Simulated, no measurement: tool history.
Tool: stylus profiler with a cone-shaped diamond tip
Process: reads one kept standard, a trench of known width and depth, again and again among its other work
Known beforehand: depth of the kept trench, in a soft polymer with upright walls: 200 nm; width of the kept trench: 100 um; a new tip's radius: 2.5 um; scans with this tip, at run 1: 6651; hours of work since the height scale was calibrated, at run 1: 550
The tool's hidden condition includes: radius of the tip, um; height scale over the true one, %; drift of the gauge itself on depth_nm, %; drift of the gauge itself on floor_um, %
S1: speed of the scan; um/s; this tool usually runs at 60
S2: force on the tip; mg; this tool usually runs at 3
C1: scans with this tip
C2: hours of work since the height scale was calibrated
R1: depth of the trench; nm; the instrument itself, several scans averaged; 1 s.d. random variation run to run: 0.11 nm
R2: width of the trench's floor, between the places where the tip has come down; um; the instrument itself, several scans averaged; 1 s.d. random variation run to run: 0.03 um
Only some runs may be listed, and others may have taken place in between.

| run | day | S1 | S2 | C1 | C2 | R1 | R2 |
|---|---|---|---|---|---|---|---|
| 1 | 0 | 60 | 3 | 6651 | 550 | 203.9 | 97.02 |
| 2 | 0.579 | 60 | 3 | 6731 | 556 | 203.76 | 96.96 |
| 3 | 0.917 | 60 | 1.48 | 6778 | 560 | 202.52 | 96.82 |
| 4 | 1.612 | 60 | 1.48 | 6873 | 568 | 202.74 | 96.8 |
| 5 | 2.146 | 60 | 1.48 | 6946 | 574 | 202.44 | 96.81 |
| 6 | 2.546 | 197 | 3 | 7002 | 579 | 204.05 | 96.34 |
| 7 | 2.883 | 60 | 1.53 | 7048 | 583 | 202.62 | 96.81 |
| 8 | 3.217 | 60 | 1.53 | 7094 | 586 | 202.65 | 96.81 |
| 9 | 3.9 | 60 | 1.53 | 7188 | 594 | 202.58 | 96.76 |
| 10 | 4.333 | 60 | 1.53 | 7248 | 599 | 202.73 | 96.76 |
| 11 | 4.929 | 60 | 1.53 | 7330 | 606 | 202.66 | 96.78 |
| 12 | 5.408 | 60 | 1.53 | 7396 | 611 | 202.71 | 96.82 |
| 13 | 6.05 | 26 | 3 | 7484 | 619 | 203.95 | 97.02 |
| 14 | 6.604 | 26 | 3 | 7561 | 625 | 203.96 | 97.02 |
|  | 6.675 | height scale calibrated on a step standard |
| 15 | 7.296 | 26 | 3 | 7653 | 7 | 203.94 | 97 |
| 16 | 7.917 | 38 | 3 | 7738 | 14 | 204.26 | 96.93 |
| 17 | 8.371 | 38 | 3 | 7801 | 19 | 204.16 | 96.86 |
| 18 | 8.825 | 60 | 1.09 | 7864 | 24 | 202.42 | 96.65 |
| 19 | 9.125 | 60 | 1.09 | 7905 | 28 | 202.37 | 96.69 |
| 20 | 9.496 | 60 | 1.09 | 7956 | 32 | 202.3 | 96.69 |
| 21 | 9.796 | 60 | 1.09 | 7997 | 36 | 202.36 | 96.6 |
| 22 | 10.217 | 60 | 3 | 8055 | 40 | 204.3 | 96.85 |
|  | 10.496 | height scale calibrated on a step standard, once more |
| 23 | 10.592 | 60 | 3 | 8104 | 1 | 203.21 | 96.76 |
| 24 | 11.246 | 111 | 2.36 | 8194 | 9 | 203.06 | 96.55 |
| 25 | 11.633 | 111 | 2.36 | 8248 | 13 | 203 | 96.44 |
| 26 | 12.079 | 164 | 5.1 | 8309 | 18 | 205.3 | 96.53 |
| 27 | 12.475 | 164 | 5.1 | 8363 | 23 | 204.79 | 96.56 |
| 28 | 12.771 | 47 | 5.96 | 8404 | 26 | 205.75 | 96.88 |
| 29 | 13.458 | 120 | 1.9 | 8499 | 34 | 202.65 | 96.41 |
| 30 | 14.071 | 120 | 1.9 | 8583 | 41 | 202.56 | 96.36 |
| 31 | 14.542 | 37 | 5.04 | 8648 | 46 | 205.1 | 96.9 |
| 32 | 14.971 | 16 | 7.79 | 8707 | 51 | 207.02 | 96.97 |
| 33 | 15.262 | 61 | 6.54 | 8747 | 54 | 206.07 | 96.88 |
| 34 | 15.817 | 52 | 2.69 | 8823 | 61 | 203.19 | 96.79 |
| 35 | 16.429 | 52 | 2.69 | 8908 | 68 | 203.21 | 96.79 |
| 36 | 17.075 | 188 | 7.41 | 8997 | 75 | 206.36 | 96.46 |
| 37 | 17.575 | 34 | 2.95 | 9066 | 81 | 203.4 | 96.79 |
| 38 | 18.062 | 79 | 6.06 | 9133 | 86 | 206.09 | 96.69 |
| 39 | 18.375 | 136 | 2.54 | 9176 | 90 | 203.21 | 96.33 |
| 40 | 18.762 | 136 | 2.54 | 9229 | 94 | 203.21 | 96.33 |
| 41 | 19.238 | 23 | 2.3 | 9295 | 100 | 203.09 | 96.8 |
| 42 | 19.9 | 23 | 2.3 | 9386 | 107 | 203.04 | 96.81 |
| 43 | 20.329 | 20 | 1.95 | 9445 | 112 | 202.6 | 96.78 |
| 44 | 20.979 | 20 | 1.95 | 9535 | 119 | 202.73 | 96.82 |
| 45 | 21.638 | 20 | 1.95 | 9625 | 127 | 202.69 | 96.86 |

4 ways to go on from here, each from the tool as it stands after run 45. What would each give?
| A | 22.008 | 25 | 2.69 | 9676 | 131 | ? | ? |
| B | 22.008 | 60 | 1.12 | 9676 | 131 | ? | ? |
| C | 22.008 | 140 | 3 | 9676 | 131 | ? | ? |
| D | 22.008 | 20 | 1.11 | 9676 | 131 | ? | ? |

| run | R1 | R2 |
|---|---|---|
| A | 203.54 | 96.78 |
| B | 201.71 | 96.46 |
| C | 203.69 | 96.27 |
| D | 201.99 | 96.72 |
Take away the tool's hidden state, keep each run's random variation, and the runs would have read:
| run | R1 | R2 |
|---|---|---|
| A | 203.57 | 97.9 |
| B | 201.74 | 97.59 |
| C | 203.73 | 97.4 |
| D | 202.02 | 97.84 |
